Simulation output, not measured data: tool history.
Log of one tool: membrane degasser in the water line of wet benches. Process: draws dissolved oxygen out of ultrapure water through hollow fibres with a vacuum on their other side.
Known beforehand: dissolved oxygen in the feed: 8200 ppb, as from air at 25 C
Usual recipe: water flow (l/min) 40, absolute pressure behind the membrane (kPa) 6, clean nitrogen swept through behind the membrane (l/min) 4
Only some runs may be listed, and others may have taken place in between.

run,day,water flow (l/min),absolute pressure behind the membrane (kPa),clean nitrogen swept through behind the membrane (l/min),dissolved oxygen in the water behind the degasser (ppb),pressure that the water loses in the fibres (kPa)
1,0,40,6,4,305.6,43.03
2,2.517,40,6,4,308.4,43.33
3,3.642,40,6,4,309.6,43.28
4,6.312,40,6,4,303.8,43.2
5,8.638,40,6,4,303.8,43.11
6,10.45,40,6,4,310.8,43.14
7,12.1,57,6,4,605.6,61.71
8,14.35,57,6,4,602.7,61.58
9,16.596,57,6,4,602.2,62.07
10,18.912,57,6,4,606.2,61.64
11,20.933,57,6,4,602.1,61.85
12,22.679,40,6,8.43,275.2,43.49
13,24.621,40,6,8.43,276.2,43.56
14,26.958,38,6,4,278,41.2
15,29.346,38,6,4,277.6,41.47
16,31.721,38,6,4,277.5,41.27
17,34.25,38,6,4,277.8,40.94
18,36.008,38,6,4,276.3,41.26
19,38.167,40,6,4.4,305.9,43.4
20,40.833,50,5.26,10.73,431.4,54.24
21,42.892,50,5.26,10.73,418.9,54.28
22,45.279,26,6,2.45,146.4,28.39
23,48.017,26,4.15,2.45,98.7,28.36
24,50.492,26,4.52,1.9,118.7,28.16
25,52.671,26,4.52,1.9,117.7,27.88
26,55.146,49,4.52,7.33,409.2,53.46
27,57.062,51,4.78,4,471.4,55.3
28,59.767,36,4.78,2.76,244.2,39.03
29,62.462,40,6,1.68,389.5,43.45
30,64.2,40,6,8.37,282.1,43.31
31,66.608,37,6,4.34,260.4,40.21
32,68.238,44,6,2.23,424.1,47.83

Consider 4 possible next runs. They are alternatives, not a sequence: every one starts from the tool as it was left by run 32. What does each give?
A,70.842,40,14.19,1.99,?,?
B,70.842,33,4.37,1.62,?,?
C,70.842,34,5.42,2.02,?,?
D,70.842,52,6,9.17,?,?

run,dissolved oxygen in the water behind the degasser (ppb),pressure that the water loses in the fibres (kPa)
A,691,43.61
B,204.8,36.04
C,255,36.98
D,481.5,56.69
Had the tool no hidden state, the same runs would have come out as:
run,dissolved oxygen in the water behind the degasser (ppb),pressure that the water loses in the fibres (kPa)
A,676.3,43.14
B,192.8,35.65
C,243,36.59
D,466,56.08
